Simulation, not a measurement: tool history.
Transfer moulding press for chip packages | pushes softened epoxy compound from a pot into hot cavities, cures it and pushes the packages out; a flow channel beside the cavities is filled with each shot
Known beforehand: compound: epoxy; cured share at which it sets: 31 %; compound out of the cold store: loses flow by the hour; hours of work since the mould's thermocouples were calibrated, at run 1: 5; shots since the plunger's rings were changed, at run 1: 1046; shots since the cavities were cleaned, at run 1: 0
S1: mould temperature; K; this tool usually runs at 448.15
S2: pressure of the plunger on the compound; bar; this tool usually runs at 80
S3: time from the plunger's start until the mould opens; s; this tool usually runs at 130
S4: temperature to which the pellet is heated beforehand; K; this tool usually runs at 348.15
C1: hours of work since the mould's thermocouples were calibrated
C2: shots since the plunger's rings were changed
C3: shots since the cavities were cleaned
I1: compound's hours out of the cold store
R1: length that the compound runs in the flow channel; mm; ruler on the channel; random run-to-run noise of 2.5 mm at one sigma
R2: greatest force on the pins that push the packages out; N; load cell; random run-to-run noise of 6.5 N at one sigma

run    day      S1    S2   S3      S4  C1    C2   C3    I1   R1   R2
  1      0  448.15    80  130  348.15   5  1046    0  30.1  770  263
  2  0.496  448.15    80  130  348.15  11  1126   80  34.7  744  334
  3  1.058  448.15    80  130  348.15  17  1216  170  43.9  709  375
  4  1.483  442.15    80  130  348.15  21  1285  239  14.4  866  517
  5  1.925  448.15    80  130  341.15  26  1355  309  40.8  717  450
  6  2.338  448.15    80  130  341.15  31  1421  375    32  752  480
  7  2.892  448.15  66.5  130  348.15  37  1510  464  33.8  678  476
  8  3.192  448.15    80  130  348.15  40  1558  512  43.1  706  496
  9  3.825  448.15    80  130  348.15  47  1660  614    38  726  544
 10  4.362  448.15    80  130  348.15  53  1746  700  17.5  819  538
 11    4.9  448.15    80  121  348.15  59  1832  786  26.7  772  576
 12  5.179  448.15    80  121  348.15  62  1877  831  10.9  854  571
     5.317  -- cavities cleaned with cleaning compound and waxed
 13  5.642  448.15    80  150  348.15  67  1941   52  30.6  753  288
 14  6.217  448.15  63.3  130  348.15  73  2034  145  39.3  635  377

What does the tool deliver on the next run?
 15  6.617  441.15  80  138  352.15  77  2097  208  33.2   ?   ?

Run 15 produced R1 758 mm, R2 479 N.
Were there no unlogged condition in the tool, this run, its random variation unchanged, would have produced R1 787 mm, R2 297 N.

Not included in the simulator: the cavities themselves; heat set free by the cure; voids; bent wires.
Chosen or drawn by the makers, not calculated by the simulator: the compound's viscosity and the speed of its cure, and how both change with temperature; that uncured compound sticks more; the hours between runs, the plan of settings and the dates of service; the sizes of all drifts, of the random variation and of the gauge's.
